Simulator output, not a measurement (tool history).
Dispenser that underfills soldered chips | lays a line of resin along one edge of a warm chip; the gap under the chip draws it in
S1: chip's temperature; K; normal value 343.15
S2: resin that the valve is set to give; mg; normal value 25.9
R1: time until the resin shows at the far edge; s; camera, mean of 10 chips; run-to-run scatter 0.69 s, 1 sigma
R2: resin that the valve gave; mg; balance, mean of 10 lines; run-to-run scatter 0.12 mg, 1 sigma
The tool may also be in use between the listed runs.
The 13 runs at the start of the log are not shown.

| run | hour | S1 | S2 | R1 | R2 |
|---|---|---|---|---|---|
| 14 | 67.7 | 343.15 | 25.9 | 76.5 | 24.25 |
| 15 | 71.8 | 343.15 | 25.9 | 88 | 24.14 |
|  | 74.5 | new syringe of resin |
| 16 | 75.6 | 343.15 | 25.9 | 67.1 | 24.35 |
| 17 | 81.4 | 343.15 | 25.9 | 78.9 | 24 |
| 18 | 87.3 | 343.15 | 25.9 | 93.1 | 24.03 |
|  | 87.9 | new syringe of resin |
| 19 | 93.5 | 331.15 | 30.4 | 141.8 | 28.19 |
| 20 | 98.7 | 351.15 | 23.2 | 57.5 | 21.33 |
|  | 101.4 | new syringe of resin |
| 21 | 103.3 | 343.15 | 23.2 | 71.3 | 21.27 |
| 22 | 109 | 343.15 | 23.2 | 83.2 | 21.39 |
| 23 | 111.9 | 330.15 | 26.9 | 183.5 | 24.83 |
|  | 114.9 | new syringe of resin |
| 24 | 117.8 | 330.15 | 26.9 | 144.5 | 24.72 |
| 25 | 122.1 | 349.15 | 31.2 | 57.6 | 28.76 |
| 26 | 127.5 | 349.15 | 31.2 | 67.6 | 28.64 |
|  | 128.6 | new syringe of resin |
| 27 | 133.7 | 329.15 | 24.4 | 162 | 22.42 |
| 28 | 138.8 | 341.15 | 25 | 96.6 | 22.9 |
|  | 142.2 | new syringe of resin |
| 29 | 144.8 | 339.15 | 26.4 | 88.3 | 23.78 |
|  | 147.5 | dispensing valve cleaned and set on the balance |
| 30 | 149 | 333.15 | 25.8 | 131.9 | 25.92 |
| 31 | 152.3 | 331.15 | 25.6 | 160.9 | 25.58 |
|  | 156.8 | new syringe of resin |
| 32 | 159.1 | 346.15 | 22.6 | 60.4 | 22.58 |
| 33 | 164.9 | 331.15 | 33 | 157.4 | 32.78 |
|  | 170.4 | new syringe of resin |
| 34 | 170.4 | 343.15 | 30.6 | 64.8 | 30.51 |
| 35 | 175.2 | 343.15 | 30.6 | 73.2 | 30.3 |

Consider 4 possible next runs. They are alternatives, not a sequence: every one starts from the tool as it was left by run 35. What does each give?
| A | 181.2 | 343.15 | 24.5 | ? | ? |
| B | 181.2 | 355.15 | 25.9 | ? | ? |
| C | 181.2 | 334.15 | 32 | ? | ? |
| D | 181.2 | 343.15 | 32.4 | ? | ? |

| run | R1 | R2 |
|---|---|---|
| A | 88.9 | 24.1 |
| B | 48.3 | 25.3 |
| C | 144.3 | 31.57 |
| D | 87.8 | 32.06 |
Without the tool's hidden state the same runs would have given:
| run | R1 | R2 |
|---|---|---|
| A | 62.6 | 24.47 |
| B | 34.1 | 25.69 |
| C | 101.1 | 32.06 |
| D | 61.8 | 32.56 |
